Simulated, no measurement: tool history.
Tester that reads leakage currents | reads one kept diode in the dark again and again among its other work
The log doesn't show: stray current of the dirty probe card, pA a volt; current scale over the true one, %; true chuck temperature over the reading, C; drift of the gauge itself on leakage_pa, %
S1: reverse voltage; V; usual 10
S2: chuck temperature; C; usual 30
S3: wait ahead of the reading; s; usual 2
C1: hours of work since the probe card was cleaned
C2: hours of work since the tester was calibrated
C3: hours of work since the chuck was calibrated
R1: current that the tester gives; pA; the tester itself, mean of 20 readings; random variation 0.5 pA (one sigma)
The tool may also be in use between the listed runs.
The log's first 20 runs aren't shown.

{"run": 21, "hour": 486.1, "S1": 3, "S2": 30, "S3": 2, "C1": 306, "C2": 546, "C3": 397, "R1": 104.15}
{"run": 22, "hour": 517.5, "S1": 3, "S2": 37, "S3": 0.58, "C1": 324, "C2": 565, "C3": 416, "R1": 197.67}
{"run": 23, "hour": 549.1, "S1": 3, "S2": 37, "S3": 0.58, "C1": 343, "C2": 584, "C3": 435, "R1": 196.95}
{"run": 24, "hour": 581.8, "S1": 3, "S2": 38, "S3": 2.92, "C1": 363, "C2": 603, "C3": 455, "R1": 215.83}
{"run": 25, "hour": 613.8, "S1": 2.5, "S2": 56, "S3": 2, "C1": 382, "C2": 622, "C3": 474, "R1": 909.1}
{"run": 26, "hour": 634.1, "S1": 10, "S2": 30, "S3": 0.92, "C1": 394, "C2": 635, "C3": 486, "R1": 167.18}
{"run": 27, "hour": 659.2, "S1": 6.3, "S2": 52, "S3": 2, "C1": 409, "C2": 650, "C3": 501, "R1": 944.19}
{"run": 28, "hour": 675.4, "S1": 10, "S2": 30, "S3": 1.52, "C1": 418, "C2": 659, "C3": 510, "R1": 166.57}
{"run": 29, "hour": 702.6, "S1": 10, "S2": 21, "S3": 5, "C1": 435, "C2": 675, "C3": 526, "R1": 70.93}
{"run": 30, "hour": 734.1, "S1": 10, "S2": 38, "S3": 2, "C1": 453, "C2": 694, "C3": 545, "R1": 346.54}
{"run": 31, "hour": 763.1, "S1": 10, "S2": 21, "S3": 2, "C1": 471, "C2": 711, "C3": 562, "R1": 70.52}
{"run": 32, "hour": 792.2, "S1": 10.5, "S2": 23, "S3": 6.87, "C1": 488, "C2": 729, "C3": 580, "R1": 86.98}
{"run": 33, "hour": 806.9, "S1": 14.3, "S2": 53, "S3": 6.87, "C1": 497, "C2": 738, "C3": 589, "R1": 1415.55}
{"run": 34, "hour": 831.9, "S1": 3.8, "S2": 39, "S3": 0.81, "C1": 512, "C2": 752, "C3": 603, "R1": 257.1}
{"run": 35, "hour": 863.4, "S1": 1.1, "S2": 28, "S3": 1.14, "C1": 530, "C2": 771, "C3": 622, "R1": 58.16}
{"run": 36, "hour": 888.2, "S1": 1.1, "S2": 28, "S3": 1.14, "C1": 545, "C2": 786, "C3": 637, "R1": 58.5}
{"run": 37, "hour": 906.1, "S1": 18.5, "S2": 42, "S3": 6.4, "C1": 556, "C2": 797, "C3": 648, "R1": 623.25}
{"run": 38, "hour": 926.5, "S1": 18.5, "S2": 42, "S3": 6.4, "C1": 568, "C2": 809, "C3": 660, "R1": 624.93}
{"run": 39, "hour": 944.7, "S1": 18.5, "S2": 42, "S3": 6.4, "C1": 579, "C2": 820, "C3": 671, "R1": 623.44}
{"run": 40, "hour": 966.1, "S1": 4.7, "S2": 32, "S3": 1.31, "C1": 592, "C2": 832, "C3": 683, "R1": 149.37}
{"run": 41, "hour": 981.5, "S1": 4.4, "S2": 32, "S3": 2, "C1": 601, "C2": 842, "C3": 693, "R1": 145.66}

3 ways to go on from here, each from the tool as it stands after run 41. What would each give?
{"run": "A", "hour": 997.5, "S1": 1.3, "S2": 54, "S3": 2, "C1": 610, "C2": 851, "C3": 702, "R1": "?"}
{"run": "B", "hour": 997.5, "S1": 10, "S2": 30, "S3": 0.68, "C1": 610, "C2": 851, "C3": 702, "R1": "?"}
{"run": "C", "hour": 997.5, "S1": 3.5, "S2": 34, "S3": 2, "C1": 610, "C2": 851, "C3": 702, "R1": "?"}

run=A R1=597.11
run=B R1=166.57
run=C R1=159.2
Without the tool's hidden state the same runs would have given:
run=A R1=597.22
run=B R1=166.56
run=C R1=159.22

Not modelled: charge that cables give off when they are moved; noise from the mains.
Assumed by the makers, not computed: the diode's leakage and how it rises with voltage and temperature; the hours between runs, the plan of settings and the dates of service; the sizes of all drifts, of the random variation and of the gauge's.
